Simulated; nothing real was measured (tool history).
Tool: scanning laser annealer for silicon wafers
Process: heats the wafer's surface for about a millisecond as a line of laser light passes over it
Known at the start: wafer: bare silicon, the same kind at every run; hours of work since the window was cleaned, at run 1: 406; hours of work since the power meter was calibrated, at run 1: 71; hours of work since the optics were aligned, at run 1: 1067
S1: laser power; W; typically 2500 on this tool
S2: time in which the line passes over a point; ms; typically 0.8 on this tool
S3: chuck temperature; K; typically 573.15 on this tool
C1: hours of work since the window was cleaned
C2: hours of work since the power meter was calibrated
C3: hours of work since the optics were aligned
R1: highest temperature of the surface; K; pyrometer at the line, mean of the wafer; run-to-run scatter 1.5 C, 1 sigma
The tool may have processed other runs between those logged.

{"run": 1, "day": 0.0, "S1": 2500, "S2": 0.8, "S3": 573.15, "C1": 406, "C2": 71, "C3": 1067, "R1": 1319.15}
{"run": 2, "day": 2.246, "S1": 2500, "S2": 0.8, "S3": 573.15, "C1": 440, "C2": 105, "C3": 1101, "R1": 1319.15}
{"run": 3, "day": 4.517, "S1": 2500, "S2": 0.8, "S3": 573.15, "C1": 474, "C2": 140, "C3": 1136, "R1": 1316.15}
{"run": 4, "day": 6.288, "S1": 2516, "S2": 0.8, "S3": 573.15, "C1": 501, "C2": 166, "C3": 1163, "R1": 1321.15}
{"run": 5, "day": 8.762, "S1": 2516, "S2": 0.8, "S3": 573.15, "C1": 539, "C2": 204, "C3": 1200, "R1": 1322.15}
{"run": 6, "day": 10.488, "S1": 2516, "S2": 0.8, "S3": 573.15, "C1": 565, "C2": 230, "C3": 1226, "R1": 1322.15}
{"run": 7, "day": 13.075, "S1": 2516, "S2": 0.8, "S3": 573.15, "C1": 604, "C2": 269, "C3": 1266, "R1": 1321.15}
{"run": 8, "day": 14.575, "S1": 2516, "S2": 0.8, "S3": 573.15, "C1": 627, "C2": 292, "C3": 1288, "R1": 1319.15}
{"run": 9, "day": 16.4, "S1": 2500, "S2": 0.8, "S3": 572.15, "C1": 654, "C2": 320, "C3": 1316, "R1": 1313.15}
{"run": 10, "day": 18.325, "S1": 2500, "S2": 0.8, "S3": 573.15, "C1": 684, "C2": 349, "C3": 1345, "R1": 1318.15}
{"run": 11, "day": 20.588, "S1": 2500, "S2": 0.8, "S3": 573.15, "C1": 718, "C2": 383, "C3": 1379, "R1": 1317.15}
{"run": 12, "day": 22.046, "S1": 2500, "S2": 0.8, "S3": 573.15, "C1": 740, "C2": 405, "C3": 1402, "R1": 1317.15}
{"run": 13, "day": 23.683, "S1": 2500, "S2": 0.638, "S3": 552.15, "C1": 765, "C2": 430, "C3": 1426, "R1": 1208.15}
{"run": 14, "day": 25.367, "S1": 2275, "S2": 0.64, "S3": 569.15, "C1": 790, "C2": 456, "C3": 1452, "R1": 1168.15}
{"run": 15, "day": 27.85, "S1": 2372, "S2": 0.764, "S3": 593.15, "C1": 828, "C2": 493, "C3": 1489, "R1": 1283.15}
{"run": 16, "day": 29.117, "S1": 2372, "S2": 0.636, "S3": 593.15, "C1": 847, "C2": 512, "C3": 1509, "R1": 1217.15}
{"run": 17, "day": 30.425, "S1": 2700, "S2": 0.661, "S3": 535.15, "C1": 867, "C2": 532, "C3": 1528, "R1": 1261.15}
{"run": 18, "day": 32.629, "S1": 2632, "S2": 0.763, "S3": 544.15, "C1": 900, "C2": 566, "C3": 1562, "R1": 1309.15}
{"run": 19, "day": 34.762, "S1": 2478, "S2": 0.701, "S3": 544.15, "C1": 933, "C2": 598, "C3": 1594, "R1": 1230.15}
{"run": 20, "day": 36.054, "S1": 2509, "S2": 0.955, "S3": 595.15, "C1": 952, "C2": 618, "C3": 1614, "R1": 1412.15}
{"day": 37.133, "done": "window over the wafer cleaned"}
{"run": 21, "day": 37.35, "S1": 2509, "S2": 0.955, "S3": 595.15, "C1": 3, "C2": 636, "C3": 1632, "R1": 1415.15}
{"day": 37.767, "done": "optics aligned, line set to its width"}
{"run": 22, "day": 40.267, "S1": 2509, "S2": 0.955, "S3": 595.15, "C1": 44, "C2": 677, "C3": 38, "R1": 1419.15}
{"run": 23, "day": 42.288, "S1": 2228, "S2": 0.965, "S3": 583.15, "C1": 75, "C2": 708, "C3": 69, "R1": 1313.15}

Alternative continuations, all from the tool just after run 23; predict every row:
{"run": "A", "day": 43.892, "S1": 2410, "S2": 0.703, "S3": 573.15, "C1": 99, "C2": 732, "C3": 93, "R1": "?"}
{"run": "B", "day": 43.892, "S1": 2500, "S2": 0.702, "S3": 573.15, "C1": 99, "C2": 732, "C3": 93, "R1": "?"}
{"run": "C", "day": 43.892, "S1": 2284, "S2": 0.688, "S3": 558.15, "C1": 99, "C2": 732, "C3": 93, "R1": "?"}
{"run": "D", "day": 43.892, "S1": 2546, "S2": 0.64, "S3": 555.15, "C1": 99, "C2": 732, "C3": 93, "R1": "?"}
{"run": "E", "day": 43.892, "S1": 2266, "S2": 0.965, "S3": 558.15, "C1": 99, "C2": 732, "C3": 93, "R1": "?"}

run=A R1=1240.15
run=B R1=1267.15
run=C R1=1184.15
run=D R1=1229.15
run=E R1=1302.15
Take away the tool's hidden state, keep each run's random variation, and the runs would have read:
run=A R1=1240.15
run=B R1=1267.15
run=C R1=1184.15
run=D R1=1229.15
run=E R1=1302.15

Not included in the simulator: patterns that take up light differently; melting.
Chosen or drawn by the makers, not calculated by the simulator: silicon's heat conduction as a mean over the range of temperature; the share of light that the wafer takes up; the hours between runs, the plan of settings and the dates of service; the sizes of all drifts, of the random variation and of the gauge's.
